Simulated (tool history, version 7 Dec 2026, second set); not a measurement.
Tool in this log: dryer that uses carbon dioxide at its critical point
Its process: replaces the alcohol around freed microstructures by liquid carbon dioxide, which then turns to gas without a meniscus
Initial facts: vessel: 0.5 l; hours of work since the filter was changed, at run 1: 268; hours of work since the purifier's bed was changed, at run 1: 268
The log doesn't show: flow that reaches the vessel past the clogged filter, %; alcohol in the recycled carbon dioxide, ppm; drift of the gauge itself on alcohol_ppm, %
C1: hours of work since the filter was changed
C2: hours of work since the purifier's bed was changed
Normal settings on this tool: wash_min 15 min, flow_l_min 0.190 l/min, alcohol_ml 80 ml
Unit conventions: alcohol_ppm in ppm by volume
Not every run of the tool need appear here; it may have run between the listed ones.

{"run": 1, "day": 0.0, "wash_min": 15, "flow_l_min": 0.19, "alcohol_ml": 80, "C1": 268, "C2": 268, "alcohol_ppm": 2897}
{"run": 2, "day": 0.35, "wash_min": 15, "flow_l_min": 0.19, "alcohol_ml": 80, "C1": 274, "C2": 274, "alcohol_ppm": 2971}
{"run": 3, "day": 1.042, "wash_min": 15, "flow_l_min": 0.171, "alcohol_ml": 80, "C1": 286, "C2": 286, "alcohol_ppm": 4484}
{"run": 4, "day": 1.521, "wash_min": 10, "flow_l_min": 0.19, "alcohol_ml": 80, "C1": 294, "C2": 294, "alcohol_ppm": 11091}
{"run": 5, "day": 1.925, "wash_min": 10, "flow_l_min": 0.19, "alcohol_ml": 80, "C1": 302, "C2": 302, "alcohol_ppm": 11195}
{"run": 6, "day": 2.608, "wash_min": 10, "flow_l_min": 0.19, "alcohol_ml": 80, "C1": 313, "C2": 313, "alcohol_ppm": 11149}
{"day": 2.833, "done": "inlet filter changed"}
{"run": 7, "day": 3.333, "wash_min": 15, "flow_l_min": 0.224, "alcohol_ml": 80, "C1": 9, "C2": 325, "alcohol_ppm": 1092}
{"run": 8, "day": 4.025, "wash_min": 15, "flow_l_min": 0.224, "alcohol_ml": 80, "C1": 21, "C2": 337, "alcohol_ppm": 1062}
{"run": 9, "day": 4.521, "wash_min": 15, "flow_l_min": 0.224, "alcohol_ml": 28, "C1": 29, "C2": 346, "alcohol_ppm": 431}
{"run": 10, "day": 5.054, "wash_min": 15, "flow_l_min": 0.188, "alcohol_ml": 80, "C1": 39, "C2": 355, "alcohol_ppm": 2378}
{"run": 11, "day": 5.667, "wash_min": 15, "flow_l_min": 0.188, "alcohol_ml": 80, "C1": 49, "C2": 366, "alcohol_ppm": 2465}
{"run": 12, "day": 6.362, "wash_min": 15, "flow_l_min": 0.19, "alcohol_ml": 80, "C1": 62, "C2": 378, "alcohol_ppm": 2384}
{"run": 13, "day": 6.958, "wash_min": 15, "flow_l_min": 0.19, "alcohol_ml": 80, "C1": 72, "C2": 389, "alcohol_ppm": 2428}
{"run": 14, "day": 7.383, "wash_min": 10, "flow_l_min": 0.19, "alcohol_ml": 80, "C1": 79, "C2": 396, "alcohol_ppm": 9651}
{"run": 15, "day": 7.75, "wash_min": 15, "flow_l_min": 0.19, "alcohol_ml": 80, "C1": 86, "C2": 402, "alcohol_ppm": 2421}
{"run": 16, "day": 8.279, "wash_min": 15, "flow_l_min": 0.19, "alcohol_ml": 80, "C1": 95, "C2": 412, "alcohol_ppm": 2433}
{"run": 17, "day": 8.588, "wash_min": 15, "flow_l_min": 0.201, "alcohol_ml": 80, "C1": 100, "C2": 417, "alcohol_ppm": 1970}
{"run": 18, "day": 8.946, "wash_min": 15, "flow_l_min": 0.201, "alcohol_ml": 80, "C1": 107, "C2": 423, "alcohol_ppm": 1954}
{"run": 19, "day": 9.575, "wash_min": 15, "flow_l_min": 0.201, "alcohol_ml": 80, "C1": 118, "C2": 434, "alcohol_ppm": 1973}
{"run": 20, "day": 9.933, "wash_min": 15, "flow_l_min": 0.19, "alcohol_ml": 80, "C1": 124, "C2": 440, "alcohol_ppm": 2503}
{"run": 21, "day": 10.488, "wash_min": 15, "flow_l_min": 0.19, "alcohol_ml": 80, "C1": 133, "C2": 450, "alcohol_ppm": 2558}
{"run": 22, "day": 10.796, "wash_min": 15, "flow_l_min": 0.19, "alcohol_ml": 80, "C1": 139, "C2": 455, "alcohol_ppm": 2560}
{"run": 23, "day": 11.479, "wash_min": 10, "flow_l_min": 0.194, "alcohol_ml": 80, "C1": 151, "C2": 467, "alcohol_ppm": 9358}
{"run": 24, "day": 12.188, "wash_min": 11, "flow_l_min": 0.168, "alcohol_ml": 110, "C1": 163, "C2": 480, "alcohol_ppm": 15196}
{"run": 25, "day": 12.688, "wash_min": 17, "flow_l_min": 0.307, "alcohol_ml": 46, "C1": 172, "C2": 488, "alcohol_ppm": 172}
{"run": 26, "day": 13.121, "wash_min": 15, "flow_l_min": 0.19, "alcohol_ml": 38, "C1": 179, "C2": 496, "alcohol_ppm": 1325}
{"run": 27, "day": 13.592, "wash_min": 15, "flow_l_min": 0.317, "alcohol_ml": 38, "C1": 188, "C2": 504, "alcohol_ppm": 202}
{"run": 28, "day": 13.908, "wash_min": 15, "flow_l_min": 0.317, "alcohol_ml": 38, "C1": 193, "C2": 510, "alcohol_ppm": 208}
{"run": 29, "day": 14.342, "wash_min": 15, "flow_l_min": 0.317, "alcohol_ml": 38, "C1": 201, "C2": 517, "alcohol_ppm": 217}
{"run": 30, "day": 14.879, "wash_min": 17, "flow_l_min": 0.121, "alcohol_ml": 44, "C1": 210, "C2": 527, "alcohol_ppm": 5097}
{"run": 31, "day": 15.525, "wash_min": 17, "flow_l_min": 0.121, "alcohol_ml": 44, "C1": 221, "C2": 538, "alcohol_ppm": 5049}
{"run": 32, "day": 16.229, "wash_min": 15, "flow_l_min": 0.259, "alcohol_ml": 26, "C1": 234, "C2": 550, "alcohol_ppm": 344}
{"run": 33, "day": 16.712, "wash_min": 15, "flow_l_min": 0.259, "alcohol_ml": 26, "C1": 242, "C2": 559, "alcohol_ppm": 341}
{"run": 34, "day": 17.425, "wash_min": 11, "flow_l_min": 0.116, "alcohol_ml": 80, "C1": 254, "C2": 571, "alcohol_ppm": 27105}
{"run": 35, "day": 17.95, "wash_min": 11, "flow_l_min": 0.116, "alcohol_ml": 80, "C1": 264, "C2": 580, "alcohol_ppm": 27648}
{"run": 36, "day": 18.646, "wash_min": 21, "flow_l_min": 0.207, "alcohol_ml": 31, "C1": 276, "C2": 592, "alcohol_ppm": 299}
{"run": 37, "day": 19.367, "wash_min": 21, "flow_l_min": 0.207, "alcohol_ml": 31, "C1": 288, "C2": 605, "alcohol_ppm": 297}
{"run": 38, "day": 19.967, "wash_min": 12, "flow_l_min": 0.207, "alcohol_ml": 31, "C1": 299, "C2": 615, "alcohol_ppm": 2036}
{"run": 39, "day": 20.533, "wash_min": 12, "flow_l_min": 0.262, "alcohol_ml": 30, "C1": 309, "C2": 625, "alcohol_ppm": 860}
{"day": 21.029, "done": "inlet filter changed"}
{"run": 40, "day": 21.242, "wash_min": 21, "flow_l_min": 0.148, "alcohol_ml": 101, "C1": 4, "C2": 637, "alcohol_ppm": 2056}
{"run": 41, "day": 21.792, "wash_min": 21, "flow_l_min": 0.148, "alcohol_ml": 101, "C1": 13, "C2": 646, "alcohol_ppm": 2125}
{"day": 22.221, "done": "purifier's bed changed"}
{"run": 42, "day": 22.583, "wash_min": 23, "flow_l_min": 0.235, "alcohol_ml": 101, "C1": 25, "C2": 6, "alcohol_ppm": 67}
{"run": 43, "day": 23.246, "wash_min": 21, "flow_l_min": 0.19, "alcohol_ml": 91, "C1": 37, "C2": 18, "alcohol_ppm": 485}
{"run": 44, "day": 23.683, "wash_min": 21, "flow_l_min": 0.19, "alcohol_ml": 91, "C1": 44, "C2": 26, "alcohol_ppm": 475}

Take each entry between the runs: how does the hidden state at the last listed run before it differ from the hidden state at the first listed run after it?
Logged between run 6 and run 7: inlet filter changed (day 2.833)
  flow that reaches the vessel past the clogged filter, %: 91.8 -> 99.7; alcohol in the recycled carbon dioxide, ppm: 86.7 -> 89.8
  the result without the hidden state subtracted from the measured one, alcohol_ppm: +2397 -> +101 ppm by volume
Logged between run 39 and run 40: inlet filter changed (day 21.029)
  flow that reaches the vessel past the clogged filter, %: 92.5 -> 99.9; alcohol in the recycled carbon dioxide, ppm: 171.7 -> 175.1
  the result without the hidden state subtracted from the measured one, alcohol_ppm: +375 -> +179 ppm by volume
Logged between run 41 and run 42: purifier's bed changed (day 22.221)
  flow that reaches the vessel past the clogged filter, %: 99.7 -> 99.4; alcohol in the recycled carbon dioxide, ppm: 177.9 -> 7.1
  the result without the hidden state subtracted from the measured one, alcohol_ppm: +206 -> +5 ppm by volume

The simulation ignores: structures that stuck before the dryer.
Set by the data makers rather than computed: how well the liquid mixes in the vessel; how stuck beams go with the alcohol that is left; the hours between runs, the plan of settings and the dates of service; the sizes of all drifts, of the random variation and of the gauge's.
